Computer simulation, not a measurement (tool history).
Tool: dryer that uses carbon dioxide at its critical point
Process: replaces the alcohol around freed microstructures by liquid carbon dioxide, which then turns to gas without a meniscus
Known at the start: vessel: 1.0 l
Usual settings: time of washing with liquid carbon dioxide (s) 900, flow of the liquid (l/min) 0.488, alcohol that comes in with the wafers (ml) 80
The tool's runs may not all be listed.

run,day,time of washing with liquid carbon dioxide (s),flow of the liquid (l/min),alcohol that comes in with the wafers (ml),alcohol left in the vessel before it's heated (ppm by volume)
1,0.000,900,0.488,80,294
2,0.662,900,0.646,80,87
3,1.379,900,0.646,80,73
# day 1.817: inlet filter changed
4,2.212,900,0.646,41,50
5,3.162,900,0.646,41,60
6,3.638,900,0.488,103,268
7,4.567,900,0.488,80,225
8,5.075,900,0.488,80,221
9,5.688,600,0.488,80,1431
10,6.617,600,0.488,63,1123
11,7.175,600,0.488,63,1152

The next listed run, before its measurement:
12,7.771,1020,0.486,21,?

alcohol left in the vessel before it's heated (ppm by volume): 56
Without the tool's hidden state the same run would have given alcohol left in the vessel before it's heated (ppm by volume) 11.

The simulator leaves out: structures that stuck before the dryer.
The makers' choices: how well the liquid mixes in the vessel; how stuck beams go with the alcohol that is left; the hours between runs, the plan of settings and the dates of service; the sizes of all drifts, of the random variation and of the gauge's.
